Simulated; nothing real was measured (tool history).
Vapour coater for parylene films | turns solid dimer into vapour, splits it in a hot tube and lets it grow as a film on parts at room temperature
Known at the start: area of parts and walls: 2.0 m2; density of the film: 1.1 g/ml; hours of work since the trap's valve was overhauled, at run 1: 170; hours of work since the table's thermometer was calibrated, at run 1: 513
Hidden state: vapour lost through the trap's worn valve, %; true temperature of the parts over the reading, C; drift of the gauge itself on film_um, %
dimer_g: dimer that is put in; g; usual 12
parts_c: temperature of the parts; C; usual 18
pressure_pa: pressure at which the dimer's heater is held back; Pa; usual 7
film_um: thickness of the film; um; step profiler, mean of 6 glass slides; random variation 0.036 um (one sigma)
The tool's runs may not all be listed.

run,hour,dimer_g,parts_c,pressure_pa,hours of work since the trap's valve was overhauled,hours of work since the table's thermometer was calibrated,film_um
1,0,12,18,7,170,513,3.78
2,43.5,12,18,7,208,551,3.65
3,83.3,12,18,3.15,242,585,4.27
# hour 114.7: trap's valve overhauled
4,119.5,12,18,7.46,4,613,3.7
5,155.2,12,18,7.46,35,644,3.77
6,191.1,12,18,7,66,675,3.78
7,218.2,7,18,7,90,699,2.19
8,263.2,7,18,7,129,738,2.14
9,306.9,12,18,7,167,776,3.74
10,331.6,12,18,7,188,797,3.69
11,372.9,12,18,7,224,833,3.65
12,416.3,12,18,7,262,871,3.65
# hour 426: trap's valve overhauled
13,461.1,12,18,7,31,906,3.73
14,495.1,12,18,7,60,935,3.75
15,540.3,12,13,4.71,99,975,4.72
16,587,12,13,4.71,140,1015,4.71
# hour 592.2: table's thermometer calibrated
17,626.4,12,13,4.71,173,30,4.5
18,646.7,17,15,8.73,191,47,5.25
# hour 670.3: table's thermometer calibrated, once more
19,675.6,6,27,2.54,215,5,1.75
20,705.8,6,27,3.73,241,31,1.59
21,732,13,13,5.3,264,54,5.13
# hour 742.1: trap's valve overhauled
22,778.6,8,18,2.79,32,91,3.17
23,799.2,21,13,2.79,50,108,9.25
24,832.4,6,18,7,78,137,1.96
25,874.2,6,24,7,115,173,1.57
26,904.3,12,18,5.74,141,200,3.96
27,931,12,18,5.74,164,223,3.98
28,966.1,12,13,2.54,194,253,5.21

Some steps in film_um between neighbouring runs. How much of each would the tool show without its hidden state too (settings, what came in, random variation), and how much is left for the hidden state, with any gauge scatter that isn't in both results?
Run 3 -> 4: pressure_pa 3.15 -> 7.46, trap's valve overhauled. film_um -0.57 um: hidden state +0.26, all else -0.83.
Run 18 -> 19: dimer_g 17 -> 6, parts_c 15 -> 27, pressure_pa 8.73 -> 2.54, table's thermometer calibrated, once more. film_um -3.5 um: hidden state +0.6, all else -4.1.
Run 22 -> 23: dimer_g 8 -> 21, parts_c 18 -> 13. film_um +6.08 um: hidden state -0.06, all else +6.14.
Run 23 -> 24: dimer_g 21 -> 6, parts_c 13 -> 18, pressure_pa 2.79 -> 7. film_um -7.29 um: hidden state +0.06, all else -7.35.
